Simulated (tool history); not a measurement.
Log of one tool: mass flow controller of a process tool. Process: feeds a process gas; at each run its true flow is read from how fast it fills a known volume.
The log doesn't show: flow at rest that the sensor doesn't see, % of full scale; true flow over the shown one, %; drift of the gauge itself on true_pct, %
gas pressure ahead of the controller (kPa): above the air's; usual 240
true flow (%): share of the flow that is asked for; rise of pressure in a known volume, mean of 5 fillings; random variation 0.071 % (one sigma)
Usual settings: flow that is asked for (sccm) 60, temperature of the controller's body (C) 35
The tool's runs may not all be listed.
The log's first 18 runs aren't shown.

run,hour,flow that is asked for (sccm),gas pressure ahead of the controller (kPa),temperature of the controller's body (C),hours of work since the controller was set to zero,hours of work since the controller was changed,true flow (%)
19,1081.5,37,240,35,1526,1526,101.07
20,1156.6,37,240,35,1560,1560,101.18
21,1239.2,37,240,35,1597,1597,101.38
22,1320.1,37,240,23,1633,1633,100.12
23,1393.5,15,201,39,1667,1667,101.44
24,1477.4,15,201,39,1704,1704,101.69
25,1516,26,166,39,1722,1722,102.08
26,1574.4,44,196,28,1748,1748,101.19
27,1629.1,13,240,21,1773,1773,99.53
# hour 1684.6: gauge calibrated
28,1693.6,33,240,23,1802,1802,97.87
29,1752.7,17,240,35,1829,1829,98.82
30,1801.1,82,225,27,1850,1850,99.96
31,1863.1,11,220,35,1878,1878,98.78
32,1937.8,11,220,35,1912,1912,98.79
33,1987.4,11,220,35,1934,1934,99.06
34,2025.4,13,220,39,1952,1952,99.66
35,2063,60,166,35,1969,1969,100.4
36,2144.8,64,166,25,2005,2005,99.63
37,2192.3,22,258,27,2027,2027,98.83
38,2234.7,38,214,25,2046,2046,98.97
39,2293.5,38,214,25,2073,2073,99.07

Forecast each of these 5 alternatives for the next run:
A,2373.5,34,184,38,2109,2109,?
B,2373.5,13,280,38,2109,2109,?
C,2373.5,60,227,21,2109,2109,?
D,2373.5,18,165,20,2109,2109,?
E,2373.5,86,240,28,2109,2109,?

run,true flow (%)
A,100.53
B,100.09
C,99.44
D,98.05
E,101.31
Without the tool's hidden state the same runs would have given:
run,true flow (%)
A,99.37
B,98.93
C,98.29
D,96.92
E,100.15

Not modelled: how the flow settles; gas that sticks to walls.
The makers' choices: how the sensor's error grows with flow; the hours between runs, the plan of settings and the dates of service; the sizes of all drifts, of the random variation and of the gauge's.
